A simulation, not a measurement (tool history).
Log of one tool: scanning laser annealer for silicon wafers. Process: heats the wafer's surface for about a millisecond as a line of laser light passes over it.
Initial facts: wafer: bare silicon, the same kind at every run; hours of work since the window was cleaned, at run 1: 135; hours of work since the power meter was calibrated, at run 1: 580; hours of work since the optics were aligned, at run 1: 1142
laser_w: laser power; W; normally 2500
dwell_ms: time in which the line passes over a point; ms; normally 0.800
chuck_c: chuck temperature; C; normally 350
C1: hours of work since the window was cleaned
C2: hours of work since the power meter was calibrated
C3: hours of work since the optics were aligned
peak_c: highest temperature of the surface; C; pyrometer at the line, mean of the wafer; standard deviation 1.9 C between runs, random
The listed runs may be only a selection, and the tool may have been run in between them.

Run 1, hour 0.0: usual settings; C1 135; C2 580; C3 1142. Result: peak_c 1111 C.
Run 2, hour 41.6: usual settings; C1 166; C2 611; C3 1173. Result: peak_c 1106 C.
Run 3, hour 75.2: usual settings; C1 191; C2 636; C3 1198. Result: peak_c 1102 C.
Run 4, hour 112.4: usual settings but laser_w 2625 W; C1 219; C2 664; C3 1226. Result: peak_c 1143 C.
Run 5, hour 153.5: usual settings but laser_w 2625 W; C1 250; C2 695; C3 1257. Result: peak_c 1134 C.
Run 6, hour 175.0: usual settings but laser_w 2169 W; C1 266; C2 711; C3 1273. Result: peak_c 984 C.
Run 7, hour 217.1: usual settings but laser_w 2169 W; C1 297; C2 742; C3 1304. Result: peak_c 980 C.
At hour 246.1: window over the wafer cleaned.
Run 8, hour 258.2: usual settings but laser_w 2169 W; C1 9; C2 771; C3 1334. Result: peak_c 1012 C.
Run 9, hour 279.8: usual settings but laser_w 2566 W, dwell_ms 0.875 ms, chuck_c 355 C; C1 25; C2 787; C3 1350. Result: peak_c 1185 C.
At hour 285.1: laser's power meter calibrated.
Run 10, hour 327.8: usual settings but laser_w 2566 W, dwell_ms 0.875 ms, chuck_c 355 C; C1 59; C2 32; C3 1383. Result: peak_c 1180 C.
Run 11, hour 352.3: usual settings but laser_w 2613 W, dwell_ms 0.601 ms, chuck_c 390 C; C1 77; C2 50; C3 1402. Result: peak_c 1100 C.
Run 12, hour 391.5: usual settings but laser_w 2164 W, dwell_ms 0.798 ms, chuck_c 314 C; C1 106; C2 79; C3 1431. Result: peak_c 962 C.
Run 13, hour 423.5: usual settings but laser_w 2465 W, dwell_ms 0.805 ms, chuck_c 356 C; C1 130; C2 103; C3 1455. Result: peak_c 1106 C.

What would each run have given without the hidden state, its run-to-run variation left as it was?
Hidden conditions of the tool in this case: light that passes the window, % of a clean one's; laser's true power over the reading, %; width of the line over the set one, %; drift of the gauge itself on peak_c, C.
run  peak_c
  1    1145
  2    1144
  3    1144
  4    1193
  5    1189
  6    1030
  7    1031
  8    1027
  9    1205
 10    1207
 11    1126
 12     989
 13    1141

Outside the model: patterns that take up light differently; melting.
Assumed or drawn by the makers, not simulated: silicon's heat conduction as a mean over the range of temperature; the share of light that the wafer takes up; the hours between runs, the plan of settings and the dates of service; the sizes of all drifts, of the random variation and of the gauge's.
